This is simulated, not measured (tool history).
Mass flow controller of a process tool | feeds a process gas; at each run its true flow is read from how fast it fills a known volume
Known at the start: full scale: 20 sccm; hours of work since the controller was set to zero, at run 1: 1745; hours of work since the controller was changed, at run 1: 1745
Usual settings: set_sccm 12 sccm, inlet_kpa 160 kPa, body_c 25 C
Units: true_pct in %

run	hour	set_sccm	inlet_kpa	body_c	hours of work since the controller was set to zero	hours of work since the controller was changed	true_pct
1	0	12	160	25	1745	1745	99.42
2	129.6	12	160	25	1805	1805	99.52
3	356.7	12	160	25	1910	1910	99.17
4	542.9	12	160	25	1996	1996	99.19
5	709.1	12	160	25	2073	2073	99.14
6	858.5	7	160	25	2142	2142	98.97
7	997.8	7	160	25	2206	2206	98.79
8	1176.9	7	160	25	2289	2289	98.62
9	1383.7	7	160	25	2385	2385	98.7
10	1533.9	7	160	25	2454	2454	98.6
11	1747.7	7	160	25	2553	2553	98.44
12	1848	12	160	25	2599	2599	98.38
13	2032.1	12	160	25	2684	2684	98.53
14	2267.2	12	160	25	2793	2793	98.26
15	2387.4	12	160	25	2849	2849	98.28
16	2593.7	12	160	36	2944	2944	97.1
17	2825.7	8	274	25	3051	3051	98.59
18	2990	8	274	25	3128	3128	98.53
19	3167.9	4	160	29	3210	3210	97.26
20	3339.5	4	160	29	3289	3289	97.2
21	3573.8	7	270	28	3398	3398	98.06
22	3764	2	160	22	3486	3486	97.48
23	3917.5	2	160	39	3556	3556	95.87
24	4139	9	192	39	3659	3659	96.22
# hour 4155.2: gauge calibrated
25	4381.2	12	238	39	3771	3771	98.77
26	4618.6	10	221	25	3881	3881	99.8
27	4810.7	10	221	25	3970	3970	99.48
28	4939.2	12	235	34	4029	4029	98.79
29	5159.5	12	235	34	4131	4131	98.65
30	5371.8	3	160	26	4229	4229	98.49
31	5613.1	10	182	37	4341	4341	97.9
32	5784.6	12	176	25	4420	4420	98.76

5 ways to go on from here, each from the tool as it stands after run 32. What would each give?
A	5908.9	14	172	25	4478	4478	?
B	5908.9	7	251	23	4478	4478	?
C	5908.9	12	176	28	4478	4478	?
D	5908.9	10	160	24	4478	4478	?
E	5908.9	10	176	25	4478	4478	?

run	true_pct
A	98.84
B	99.22
C	98.2
D	98.5
E	98.54
Without the tool's hidden state the same runs would have given:
run	true_pct
A	99.78
B	100.16
C	99.13
D	99.44
E	99.47

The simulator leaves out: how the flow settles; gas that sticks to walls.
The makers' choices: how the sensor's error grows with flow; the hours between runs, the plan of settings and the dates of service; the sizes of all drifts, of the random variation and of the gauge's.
